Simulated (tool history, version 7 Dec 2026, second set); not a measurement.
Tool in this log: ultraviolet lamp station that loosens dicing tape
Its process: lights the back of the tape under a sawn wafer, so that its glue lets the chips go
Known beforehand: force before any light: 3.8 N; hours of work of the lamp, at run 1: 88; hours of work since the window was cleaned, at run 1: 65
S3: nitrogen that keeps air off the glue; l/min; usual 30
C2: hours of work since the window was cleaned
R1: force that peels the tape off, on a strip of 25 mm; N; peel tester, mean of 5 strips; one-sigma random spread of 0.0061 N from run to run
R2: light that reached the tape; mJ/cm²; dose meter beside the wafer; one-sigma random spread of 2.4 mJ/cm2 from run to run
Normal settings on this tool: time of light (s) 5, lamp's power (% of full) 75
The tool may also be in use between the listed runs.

run 1 hour=0 | time_of_light_(s)=5 lamp's_power_(%_of_full)=75 S3=30 | hours_of_work_of_the_lamp=88 C2=65 | R1=0.199 R2=260
run 2 hour=20.2 | time_of_light_(s)=5 lamp's_power_(%_of_full)=75 S3=30 | hours_of_work_of_the_lamp=99 C2=76 | R1=0.178 R2=256
run 3 hour=38.3 | time_of_light_(s)=5 lamp's_power_(%_of_full)=75 S3=30 | hours_of_work_of_the_lamp=108 C2=86 | R1=0.177 R2=248
run 4 hour=68.3 | time_of_light_(s)=5 lamp's_power_(%_of_full)=75 S3=30 | hours_of_work_of_the_lamp=125 C2=102 | R1=0.194 R2=250
run 5 hour=82.5 | time_of_light_(s)=5 lamp's_power_(%_of_full)=75 S3=30 | hours_of_work_of_the_lamp=132 C2=110 | R1=0.184 R2=249
run 6 hour=110.1 | time_of_light_(s)=5 lamp's_power_(%_of_full)=75 S3=30 | hours_of_work_of_the_lamp=147 C2=124 | R1=0.204 R2=244
run 7 hour=137.2 | time_of_light_(s)=5 lamp's_power_(%_of_full)=75 S3=30 | hours_of_work_of_the_lamp=162 C2=139 | R1=0.2 R2=239
run 8 hour=165.4 | time_of_light_(s)=5 lamp's_power_(%_of_full)=75 S3=30 | hours_of_work_of_the_lamp=177 C2=154 | R1=0.218 R2=239
run 9 hour=184.5 | time_of_light_(s)=5 lamp's_power_(%_of_full)=75 S3=30 | hours_of_work_of_the_lamp=187 C2=164 | R1=0.208 R2=235
run 10 hour=212.5 | time_of_light_(s)=5 lamp's_power_(%_of_full)=75 S3=30 | hours_of_work_of_the_lamp=202 C2=180 | R1=0.219 R2=230
run 11 hour=230.3 | time_of_light_(s)=5 lamp's_power_(%_of_full)=75 S3=30 | hours_of_work_of_the_lamp=212 C2=189 | R1=0.223 R2=229
run 12 hour=245.7 | time_of_light_(s)=5 lamp's_power_(%_of_full)=75 S3=30 | hours_of_work_of_the_lamp=220 C2=197 | R1=0.218 R2=229
run 13 hour=273.1 | time_of_light_(s)=5 lamp's_power_(%_of_full)=75 S3=30 | hours_of_work_of_the_lamp=235 C2=212 | R1=0.226 R2=226
run 14 hour=295 | time_of_light_(s)=5 lamp's_power_(%_of_full)=75 S3=30 | hours_of_work_of_the_lamp=247 C2=224 | R1=0.233 R2=220
run 15 hour=311.3 | time_of_light_(s)=5 lamp's_power_(%_of_full)=75 S3=30 | hours_of_work_of_the_lamp=255 C2=233 | R1=0.234 R2=223
run 16 hour=327.9 | time_of_light_(s)=5 lamp's_power_(%_of_full)=75 S3=30 | hours_of_work_of_the_lamp=264 C2=242 | R1=0.228 R2=217
run 17 hour=355.4 | time_of_light_(s)=5 lamp's_power_(%_of_full)=75 S3=30 | hours_of_work_of_the_lamp=279 C2=256 | R1=0.234 R2=220
run 18 hour=386.1 | time_of_light_(s)=5 lamp's_power_(%_of_full)=67 S3=30 | hours_of_work_of_the_lamp=296 C2=273 | R1=0.293 R2=191
run 19 hour=411.6 | time_of_light_(s)=5 lamp's_power_(%_of_full)=67 S3=30 | hours_of_work_of_the_lamp=309 C2=287 | R1=0.297 R2=190
-- hour=414.2 window cleaned of glue's vapour
run 20 hour=424.9 | time_of_light_(s)=5 lamp's_power_(%_of_full)=67 S3=30 | hours_of_work_of_the_lamp=316 C2=6 | R1=0.327 R2=178
run 21 hour=445 | time_of_light_(s)=5 lamp's_power_(%_of_full)=67 S3=30 | hours_of_work_of_the_lamp=327 C2=17 | R1=0.32 R2=177
-- hour=461.6 window cleaned of glue's vapour, once more
run 22 hour=472.9 | time_of_light_(s)=5 lamp's_power_(%_of_full)=75 S3=34 | hours_of_work_of_the_lamp=342 C2=6 | R1=0.209 R2=220
run 23 hour=496.9 | time_of_light_(s)=5 lamp's_power_(%_of_full)=75 S3=34 | hours_of_work_of_the_lamp=355 C2=19 | R1=0.212 R2=222
run 24 hour=526.6 | time_of_light_(s)=5 lamp's_power_(%_of_full)=75 S3=34 | hours_of_work_of_the_lamp=371 C2=35 | R1=0.22 R2=214
run 25 hour=556.6 | time_of_light_(s)=3 lamp's_power_(%_of_full)=68 S3=40 | hours_of_work_of_the_lamp=387 C2=51 | R1=0.554 R2=117
run 26 hour=574.9 | time_of_light_(s)=3 lamp's_power_(%_of_full)=68 S3=40 | hours_of_work_of_the_lamp=397 C2=61 | R1=0.566 R2=115
run 27 hour=604.2 | time_of_light_(s)=4 lamp's_power_(%_of_full)=90 S3=17 | hours_of_work_of_the_lamp=412 C2=77 | R1=0.414 R2=200
run 28 hour=628 | time_of_light_(s)=6 lamp's_power_(%_of_full)=99 S3=25 | hours_of_work_of_the_lamp=425 C2=90 | R1=0.17 R2=324
run 29 hour=641.2 | time_of_light_(s)=6 lamp's_power_(%_of_full)=99 S3=25 | hours_of_work_of_the_lamp=432 C2=97 | R1=0.165 R2=319
run 30 hour=663.9 | time_of_light_(s)=6 lamp's_power_(%_of_full)=84 S3=25 | hours_of_work_of_the_lamp=445 C2=109 | R1=0.198 R2=274
run 31 hour=686 | time_of_light_(s)=5 lamp's_power_(%_of_full)=75 S3=52 | hours_of_work_of_the_lamp=456 C2=121 | R1=0.195 R2=203
run 32 hour=716.4 | time_of_light_(s)=7 lamp's_power_(%_of_full)=75 S3=29 | hours_of_work_of_the_lamp=473 C2=137 | R1=0.18 R2=277
run 33 hour=745.9 | time_of_light_(s)=7 lamp's_power_(%_of_full)=75 S3=29 | hours_of_work_of_the_lamp=489 C2=153 | R1=0.172 R2=270
run 34 hour=764 | time_of_light_(s)=3 lamp's_power_(%_of_full)=72 S3=31 | hours_of_work_of_the_lamp=498 C2=163 | R1=0.696 R2=109
run 35 hour=776.6 | time_of_light_(s)=3 lamp's_power_(%_of_full)=99 S3=15 | hours_of_work_of_the_lamp=505 C2=170 | R1=0.694 R2=154
run 36 hour=799.9 | time_of_light_(s)=9 lamp's_power_(%_of_full)=69 S3=11 | hours_of_work_of_the_lamp=518 C2=182 | R1=0.269 R2=306
run 37 hour=828.2 | time_of_light_(s)=5 lamp's_power_(%_of_full)=72 S3=30 | hours_of_work_of_the_lamp=533 C2=197 | R1=0.323 R2=177
run 38 hour=858.9 | time_of_light_(s)=10 lamp's_power_(%_of_full)=68 S3=30 | hours_of_work_of_the_lamp=549 C2=214 | R1=0.152 R2=330

Forecast each of these 4 alternatives for the next run:
run A hour=884.5 | time_of_light_(s)=2 lamp's_power_(%_of_full)=80 S3=30 | hours_of_work_of_the_lamp=563 C2=228 | R1=? R2=?
run B hour=884.5 | time_of_light_(s)=5 lamp's_power_(%_of_full)=75 S3=23 | hours_of_work_of_the_lamp=563 C2=228 | R1=? R2=?
run C hour=884.5 | time_of_light_(s)=10 lamp's_power_(%_of_full)=71 S3=30 | hours_of_work_of_the_lamp=563 C2=228 | R1=? R2=?
run D hour=884.5 | time_of_light_(s)=2 lamp's_power_(%_of_full)=90 S3=30 | hours_of_work_of_the_lamp=563 C2=228 | R1=? R2=?

run=A R1=1.206 R2=76
run=B R1=0.397 R2=179
run=C R1=0.158 R2=337
run=D R1=1.042 R2=86
With no hidden state in the tool, these same runs would have given:
run=A R1=0.668 R2=117
run=B R1=0.198 R2=277
run=C R1=0.145 R2=522
run=D R1=0.556 R2=133
